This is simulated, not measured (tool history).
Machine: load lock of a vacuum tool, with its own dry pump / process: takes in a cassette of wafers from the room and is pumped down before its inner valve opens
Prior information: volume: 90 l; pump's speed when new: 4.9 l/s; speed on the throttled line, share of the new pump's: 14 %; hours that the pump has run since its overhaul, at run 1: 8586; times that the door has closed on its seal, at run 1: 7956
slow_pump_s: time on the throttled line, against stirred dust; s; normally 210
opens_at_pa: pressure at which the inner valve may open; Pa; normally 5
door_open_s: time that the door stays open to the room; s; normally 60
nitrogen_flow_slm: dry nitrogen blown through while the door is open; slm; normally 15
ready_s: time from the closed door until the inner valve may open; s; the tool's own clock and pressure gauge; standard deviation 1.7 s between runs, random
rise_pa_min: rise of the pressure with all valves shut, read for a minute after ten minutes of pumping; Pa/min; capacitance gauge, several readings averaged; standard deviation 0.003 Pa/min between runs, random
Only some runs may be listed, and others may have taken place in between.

run	day	slow_pump_s	opens_at_pa	door_open_s	nitrogen_flow_slm	hours that the pump has run since its overhaul	times that the door has closed on its seal	incoming humidity of the room's air, %	ready_s	rise_pa_min
1	0.000	210	5	60	15	8586	7956	47.9	373.4	0.062
2	11.112	210	5	60	15	8853	8736	47.3	374.0	0.066
3	18.021	210	5	60	15	9019	9221	44.5	376.7	0.074
4	25.096	210	5	60	15	9189	9717	46.4	374.1	0.068
5	37.762	210	5	60	15	9493	10606	46.9	374.1	0.082
6	45.004	210	8	60	15	9667	11114	47.2	362.1	0.082
7	55.288	210	8	60	15	9913	11836	47.6	365.2	0.085
8	61.854	210	5	60	15	10071	12297	40.1	374.4	0.092
9	69.921	210	5	60	15	10265	12863	44.1	375.9	0.092
10	79.592	210	5	60	15	10497	13541	43.0	373.0	0.089
11	86.888	140	5	60	5	10672	14053	44.8	316.6	0.113
12	99.008	140	5	60	5	10963	14904	45.6	316.1	0.115
13	111.838	210	5	60	16	11271	15804	49.2	376.4	0.111
14	117.458	210	5	60	16	11405	16198	44.1	375.4	0.110
15	125.246	302	5	60	9	11592	16745	46.7	460.8	0.129
16	134.617	302	5	60	9	11817	17402	45.2	455.6	0.129
17	142.000	242	4	58	14	11994	17920	44.3	407.8	0.123
18	154.788	210	5	50	15	12301	18818	46.6	379.5	0.127

A few steps of ready_s between consecutive runs. Split each: what settings, incoming material and random variation would produce without the hidden state, and what is left over for the hidden state, along with gauge scatter present in only one of the two compared results (measured, and without hidden state):
Hidden state present: pump's speed, % of a new pump's; leak at the door's seal, Pa l/s; drift of the gauge itself on ready_s, %; drift of the gauge itself on rise_pa_min, %.
Run 10 -> 11: slow_pump_s 210 -> 140, nitrogen_flow_slm 15 -> 5. ready_s -56.4 s: hidden state +1.5, all else -57.9.
Run 14 -> 15: slow_pump_s 210 -> 302, nitrogen_flow_slm 16 -> 9. ready_s +85.4 s: hidden state -0.7, all else +86.1.
